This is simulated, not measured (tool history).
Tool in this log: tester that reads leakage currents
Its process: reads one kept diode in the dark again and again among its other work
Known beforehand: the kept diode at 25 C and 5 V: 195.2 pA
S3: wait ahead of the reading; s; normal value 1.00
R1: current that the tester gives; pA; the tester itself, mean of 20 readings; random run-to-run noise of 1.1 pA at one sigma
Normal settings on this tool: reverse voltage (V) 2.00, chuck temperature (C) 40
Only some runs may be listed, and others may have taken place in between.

run 1 day=0.000 | reverse_voltage_(V)=2.00 chuck_temperature_(C)=40 S3=1.00 | R1=363.40
run 2 day=6.800 | reverse_voltage_(V)=2.00 chuck_temperature_(C)=40 S3=1.00 | R1=364.96
-- day=10.117 chuck's temperature calibrated
run 3 day=14.196 | reverse_voltage_(V)=2.00 chuck_temperature_(C)=40 S3=1.00 | R1=360.80
run 4 day=19.812 | reverse_voltage_(V)=2.00 chuck_temperature_(C)=37 S3=1.00 | R1=292.71
run 5 day=28.625 | reverse_voltage_(V)=2.00 chuck_temperature_(C)=37 S3=1.00 | R1=291.59
-- day=29.442 probe card cleaned and baked
run 6 day=34.779 | reverse_voltage_(V)=2.00 chuck_temperature_(C)=25 S3=1.00 | R1=122.25
run 7 day=43.125 | reverse_voltage_(V)=2.00 chuck_temperature_(C)=40 S3=7.21 | R1=360.39
run 8 day=48.717 | reverse_voltage_(V)=5.61 chuck_temperature_(C)=40 S3=1.00 | R1=617.99
run 9 day=53.325 | reverse_voltage_(V)=2.80 chuck_temperature_(C)=40 S3=1.00 | R1=430.59
run 10 day=61.921 | reverse_voltage_(V)=2.80 chuck_temperature_(C)=37 S3=1.00 | R1=350.51
run 11 day=69.938 | reverse_voltage_(V)=6.73 chuck_temperature_(C)=40 S3=1.00 | R1=680.03
run 12 day=74.775 | reverse_voltage_(V)=6.73 chuck_temperature_(C)=40 S3=1.00 | R1=680.70
run 13 day=79.883 | reverse_voltage_(V)=6.73 chuck_temperature_(C)=40 S3=1.00 | R1=682.16
run 14 day=88.554 | reverse_voltage_(V)=6.73 chuck_temperature_(C)=40 S3=1.00 | R1=683.66
run 15 day=93.704 | reverse_voltage_(V)=6.73 chuck_temperature_(C)=40 S3=1.00 | R1=679.59
-- day=98.304 chuck's temperature calibrated
run 16 day=98.304 | reverse_voltage_(V)=6.73 chuck_temperature_(C)=40 S3=1.00 | R1=677.65
run 17 day=102.904 | reverse_voltage_(V)=2.00 chuck_temperature_(C)=40 S3=1.00 | R1=361.87
run 18 day=111.933 | reverse_voltage_(V)=2.00 chuck_temperature_(C)=40 S3=1.00 | R1=361.31
run 19 day=120.292 | reverse_voltage_(V)=2.00 chuck_temperature_(C)=40 S3=0.65 | R1=362.46
-- day=124.833 probe card cleaned and baked
run 20 day=126.667 | reverse_voltage_(V)=4.99 chuck_temperature_(C)=24 S3=3.58 | R1=181.64
run 21 day=132.850 | reverse_voltage_(V)=4.99 chuck_temperature_(C)=32 S3=7.39 | R1=327.36
run 22 day=138.875 | reverse_voltage_(V)=7.43 chuck_temperature_(C)=36 S3=1.13 | R1=539.97
run 23 day=144.662 | reverse_voltage_(V)=2.90 chuck_temperature_(C)=54 S3=1.00 | R1=1107.85
run 24 day=153.229 | reverse_voltage_(V)=15.57 chuck_temperature_(C)=39 S3=1.00 | R1=982.45
run 25 day=158.092 | reverse_voltage_(V)=15.57 chuck_temperature_(C)=39 S3=1.00 | R1=979.40
-- day=162.846 tester calibrated
run 26 day=165.546 | reverse_voltage_(V)=4.06 chuck_temperature_(C)=34 S3=1.23 | R1=342.41
run 27 day=169.667 | reverse_voltage_(V)=1.25 chuck_temperature_(C)=44 S3=1.23 | R1=374.49
run 28 day=175.871 | reverse_voltage_(V)=13.07 chuck_temperature_(C)=40 S3=4.50 | R1=961.19
run 29 day=181.008 | reverse_voltage_(V)=1.92 chuck_temperature_(C)=37 S3=1.00 | R1=287.03
run 30 day=184.838 | reverse_voltage_(V)=5.21 chuck_temperature_(C)=40 S3=1.92 | R1=591.89
-- day=186.696 chuck's temperature calibrated
run 31 day=191.279 | reverse_voltage_(V)=2.00 chuck_temperature_(C)=40 S3=0.34 | R1=362.66
run 32 day=197.067 | reverse_voltage_(V)=2.00 chuck_temperature_(C)=58 S3=9.82 | R1=1173.96
run 33 day=204.292 | reverse_voltage_(V)=2.00 chuck_temperature_(C)=58 S3=9.82 | R1=1176.77
run 34 day=208.250 | reverse_voltage_(V)=2.00 chuck_temperature_(C)=27 S3=1.00 | R1=142.11
run 35 day=212.850 | reverse_voltage_(V)=2.00 chuck_temperature_(C)=37 S3=6.83 | R1=293.60
run 36 day=217.579 | reverse_voltage_(V)=2.08 chuck_temperature_(C)=37 S3=6.83 | R1=297.85
-- day=220.225 probe card cleaned and baked
run 37 day=223.958 | reverse_voltage_(V)=2.71 chuck_temperature_(C)=40 S3=2.31 | R1=425.75
run 38 day=229.225 | reverse_voltage_(V)=2.71 chuck_temperature_(C)=40 S3=2.31 | R1=425.29

For some of the steps in R1 from one run to the next: how much would appear even if the tool had no hidden state, given the settings, what came in and random variation, and how much remains for the hidden state plus any gauge scatter that the measured result and the result without hidden state don't share?
Unlogged tool condition in this case: stray current of the dirty probe card, pA a volt; current scale over the true one, %; true chuck temperature over the reading, C; drift of the gauge itself on leakage_pa, %.
Run 25 -> 26: reverse voltage (V) 15.57 -> 4.06, chuck temperature (C) 39 -> 34, S3 1.00 -> 1.23, tester calibrated. R1 -636.99 pA: hidden state -0.72, all else -636.27.
Run 27 -> 28: reverse voltage (V) 1.25 -> 13.07, chuck temperature (C) 44 -> 40, S3 1.23 -> 4.50. R1 +586.70 pA: hidden state +0.84, all else +585.86.
Run 28 -> 29: reverse voltage (V) 13.07 -> 1.92, chuck temperature (C) 40 -> 37, S3 4.50 -> 1.00. R1 -674.16 pA: hidden state -0.85, all else -673.31.
Run 31 -> 32: chuck temperature (C) 40 -> 58, S3 0.34 -> 9.82. R1 +811.30 pA: hidden state +0.30, all else +811.00.
Run 33 -> 34: chuck temperature (C) 58 -> 27, S3 9.82 -> 1.00. R1 -1034.66 pA: hidden state -0.45, all else -1034.21.
